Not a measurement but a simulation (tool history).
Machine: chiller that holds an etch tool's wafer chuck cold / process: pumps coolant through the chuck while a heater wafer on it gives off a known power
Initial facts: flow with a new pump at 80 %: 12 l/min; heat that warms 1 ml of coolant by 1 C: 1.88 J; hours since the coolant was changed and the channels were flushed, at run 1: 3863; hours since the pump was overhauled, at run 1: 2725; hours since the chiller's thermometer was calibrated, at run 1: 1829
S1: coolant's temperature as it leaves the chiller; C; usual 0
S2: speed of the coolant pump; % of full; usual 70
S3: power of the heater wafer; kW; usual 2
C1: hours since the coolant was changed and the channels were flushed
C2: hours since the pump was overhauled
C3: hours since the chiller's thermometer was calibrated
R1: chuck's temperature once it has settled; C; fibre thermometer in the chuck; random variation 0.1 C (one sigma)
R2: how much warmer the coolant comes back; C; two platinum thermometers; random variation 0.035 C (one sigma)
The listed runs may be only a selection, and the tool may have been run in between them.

{"run": 1, "hour": 0.0, "S1": 0, "S2": 70, "S3": 2, "C1": 3863, "C2": 2725, "C3": 1829, "R1": 18.2, "R2": 6.4}
{"run": 2, "hour": 87.8, "S1": 0, "S2": 70, "S3": 2.584, "C1": 3951, "C2": 2813, "C3": 1916, "R1": 23.5, "R2": 8.31}
{"run": 3, "hour": 147.7, "S1": 0, "S2": 70, "S3": 2, "C1": 4010, "C2": 2873, "C3": 1976, "R1": 18.2, "R2": 6.39}
{"run": 4, "hour": 249.2, "S1": 0, "S2": 70, "S3": 2, "C1": 4112, "C2": 2974, "C3": 2078, "R1": 18.1, "R2": 6.46}
{"run": 5, "hour": 346.7, "S1": 0, "S2": 70, "S3": 2, "C1": 4209, "C2": 3072, "C3": 2175, "R1": 18.4, "R2": 6.46}
{"run": 6, "hour": 467.9, "S1": 0, "S2": 70, "S3": 2, "C1": 4331, "C2": 3193, "C3": 2296, "R1": 18.4, "R2": 6.52}
{"run": 7, "hour": 529.3, "S1": 0, "S2": 70, "S3": 2, "C1": 4392, "C2": 3254, "C3": 2358, "R1": 18.3, "R2": 6.47}
{"run": 8, "hour": 639.9, "S1": 0, "S2": 70, "S3": 2, "C1": 4503, "C2": 3365, "C3": 2469, "R1": 18.5, "R2": 6.55}
{"run": 9, "hour": 717.0, "S1": 0, "S2": 70, "S3": 1.653, "C1": 4580, "C2": 3442, "C3": 2546, "R1": 15.4, "R2": 5.33}
{"run": 10, "hour": 798.6, "S1": 0, "S2": 70, "S3": 1.653, "C1": 4661, "C2": 3523, "C3": 2627, "R1": 15.3, "R2": 5.34}
{"run": 11, "hour": 942.5, "S1": 0, "S2": 70, "S3": 1.653, "C1": 4805, "C2": 3667, "C3": 2771, "R1": 15.5, "R2": 5.42}
{"run": 12, "hour": 1009.0, "S1": 0, "S2": 70, "S3": 2, "C1": 4872, "C2": 3734, "C3": 2838, "R1": 18.8, "R2": 6.58}
{"run": 13, "hour": 1154.0, "S1": 0, "S2": 70, "S3": 2, "C1": 5017, "C2": 3879, "C3": 2983, "R1": 18.8, "R2": 6.56}
{"run": 14, "hour": 1254.1, "S1": 0, "S2": 70, "S3": 2, "C1": 5117, "C2": 3979, "C3": 3083, "R1": 19, "R2": 6.51}
{"run": 15, "hour": 1349.5, "S1": 0, "S2": 70, "S3": 1.114, "C1": 5212, "C2": 4074, "C3": 3178, "R1": 10.8, "R2": 3.66}
{"run": 16, "hour": 1415.1, "S1": 0, "S2": 70, "S3": 2, "C1": 5278, "C2": 4140, "C3": 3244, "R1": 19, "R2": 6.56}
{"run": 17, "hour": 1489.9, "S1": -9, "S2": 92, "S3": 2, "C1": 5353, "C2": 4215, "C3": 3318, "R1": 6.3, "R2": 4.79}
{"run": 18, "hour": 1589.5, "S1": -2, "S2": 65, "S3": 2, "C1": 5452, "C2": 4314, "C3": 3418, "R1": 18.4, "R2": 7.21}
{"run": 19, "hour": 1700.4, "S1": -2, "S2": 65, "S3": 2.749, "C1": 5563, "C2": 4425, "C3": 3529, "R1": 25.7, "R2": 9.91}
{"run": 20, "hour": 1818.2, "S1": -2, "S2": 65, "S3": 2.749, "C1": 5681, "C2": 4543, "C3": 3647, "R1": 26, "R2": 9.87}
{"run": 21, "hour": 1878.5, "S1": -2, "S2": 65, "S3": 2.749, "C1": 5741, "C2": 4603, "C3": 3707, "R1": 26.3, "R2": 9.81}
{"run": 22, "hour": 2022.8, "S1": 0, "S2": 85, "S3": 1.697, "C1": 5885, "C2": 4748, "C3": 3851, "R1": 14, "R2": 4.53}
{"run": 23, "hour": 2082.7, "S1": -8, "S2": 85, "S3": 2.131, "C1": 5945, "C2": 4808, "C3": 3911, "R1": 9.9, "R2": 5.68}
{"run": 24, "hour": 2162.6, "S1": -1, "S2": 92, "S3": 1.401, "C1": 6025, "C2": 4887, "C3": 3991, "R1": 10.1, "R2": 3.39}
{"run": 25, "hour": 2271.2, "S1": -3, "S2": 92, "S3": 1.126, "C1": 6134, "C2": 4996, "C3": 4100, "R1": 6, "R2": 2.76}
{"run": 26, "hour": 2415.1, "S1": -1, "S2": 75, "S3": 1.258, "C1": 6278, "C2": 5140, "C3": 4244, "R1": 10.9, "R2": 3.85}
{"run": 27, "hour": 2528.8, "S1": -1, "S2": 78, "S3": 1.005, "C1": 6392, "C2": 5254, "C3": 4357, "R1": 8.1, "R2": 2.95}
{"run": 28, "hour": 2615.7, "S1": -1, "S2": 78, "S3": 1.005, "C1": 6478, "C2": 5341, "C3": 4444, "R1": 8.4, "R2": 3}
{"run": 29, "hour": 2732.3, "S1": -3, "S2": 77, "S3": 1.005, "C1": 6595, "C2": 5457, "C3": 4561, "R1": 6.5, "R2": 3.02}
{"run": 30, "hour": 2835.2, "S1": -3, "S2": 77, "S3": 1.005, "C1": 6698, "C2": 5560, "C3": 4664, "R1": 6.4, "R2": 3.04}
{"hour": 2878.7, "done": "chiller's thermometer calibrated"}
{"run": 31, "hour": 2934.2, "S1": -2, "S2": 70, "S3": 1.562, "C1": 6796, "C2": 5658, "C3": 56, "R1": 13.7, "R2": 5.3}
{"run": 32, "hour": 2997.7, "S1": -2, "S2": 70, "S3": 1.562, "C1": 6859, "C2": 5722, "C3": 119, "R1": 13.6, "R2": 5.36}

Below are 3 alternative next runs, each starting from the tool's condition after run 32. Predict each:
{"run": "A", "hour": 3070.4, "S1": -6, "S2": 70, "S3": 1.361, "C1": 6932, "C2": 5794, "C3": 192, "R1": "?", "R2": "?"}
{"run": "B", "hour": 3070.4, "S1": 0, "S2": 70, "S3": 2, "C1": 6932, "C2": 5794, "C3": 192, "R1": "?", "R2": "?"}
{"run": "C", "hour": 3070.4, "S1": -4, "S2": 70, "S3": 1.562, "C1": 6932, "C2": 5794, "C3": 192, "R1": "?", "R2": "?"}

run=A R1=7.6 R2=4.54
run=B R1=20.1 R2=6.72
run=C R1=11.8 R2=5.22
With no hidden state in the tool, these same runs would have given:
run=A R1=5.1 R2=4.17
run=B R1=16.6 R2=6.17
run=C R1=9 R2=4.79
